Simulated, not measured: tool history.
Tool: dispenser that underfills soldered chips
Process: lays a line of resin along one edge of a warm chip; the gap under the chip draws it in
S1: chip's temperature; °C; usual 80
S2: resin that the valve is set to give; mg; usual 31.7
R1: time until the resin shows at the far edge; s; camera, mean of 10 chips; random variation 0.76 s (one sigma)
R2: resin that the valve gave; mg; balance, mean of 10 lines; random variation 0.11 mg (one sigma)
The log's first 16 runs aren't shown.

-- hour=147.0 new syringe of resin
run 17 hour=152.1 | S1=67 S2=31.7 | R1=150.7 R2=31.17
-- hour=156.8 new syringe of resin
-- hour=159.9 dispensing valve cleaned and set on the balance
run 18 hour=161.2 | S1=67 S2=31.7 | R1=139.7 R2=31.81
-- hour=167.1 new syringe of resin
run 19 hour=172.1 | S1=84 S2=28.6 | R1=81.3 R2=28.46
-- hour=177.1 new syringe of resin
run 20 hour=183.6 | S1=67 S2=31.7 | R1=164.6 R2=31.40
-- hour=186.4 new syringe of resin
run 21 hour=193.0 | S1=93 S2=31.1 | R1=61.2 R2=30.81
-- hour=195.9 new syringe of resin
-- hour=205.0 new syringe of resin
run 22 hour=205.6 | S1=70 S2=30.8 | R1=104.7 R2=30.40
run 23 hour=212.2 | S1=81 S2=30.8 | R1=97.0 R2=30.43
-- hour=214.5 new syringe of resin
-- hour=223.8 new syringe of resin
run 24 hour=224.8 | S1=81 S2=30.8 | R1=69.6 R2=30.24
-- hour=233.0 new syringe of resin
run 25 hour=233.5 | S1=67 S2=36.4 | R1=113.1 R2=35.37
-- hour=236.9 dispensing valve cleaned and set on the balance
run 26 hour=242.4 | S1=72 S2=29.7 | R1=145.7 R2=29.89
-- hour=243.6 new syringe of resin
run 27 hour=249.3 | S1=72 S2=29.7 | R1=125.8 R2=29.60
-- hour=252.8 new syringe of resin
run 28 hour=260.0 | S1=72 S2=29.7 | R1=140.4 R2=29.57
-- hour=262.2 new syringe of resin
run 29 hour=266.3 | S1=72 S2=29.7 | R1=114.0 R2=29.42
-- hour=271.8 new syringe of resin
run 30 hour=273.9 | S1=86 S2=28.9 | R1=61.1 R2=28.61
-- hour=281.3 new syringe of resin
run 31 hour=283.9 | S1=68 S2=28.4 | R1=127.8 R2=28.12
-- hour=290.8 new syringe of resin
run 32 hour=294.8 | S1=76 S2=40.6 | R1=92.8 R2=40.03

Run 33 comes next. What will it give?
-- hour=300.4 new syringe of resin
run 33 hour=305.9 | S1=77 S2=35.7 | R1=? R2=?

Run 33 gave R1 99.5 s, R2 35.26 mg.
Without the tool's hidden state the same run would have given R1 77.7 s, R2 35.89 mg.
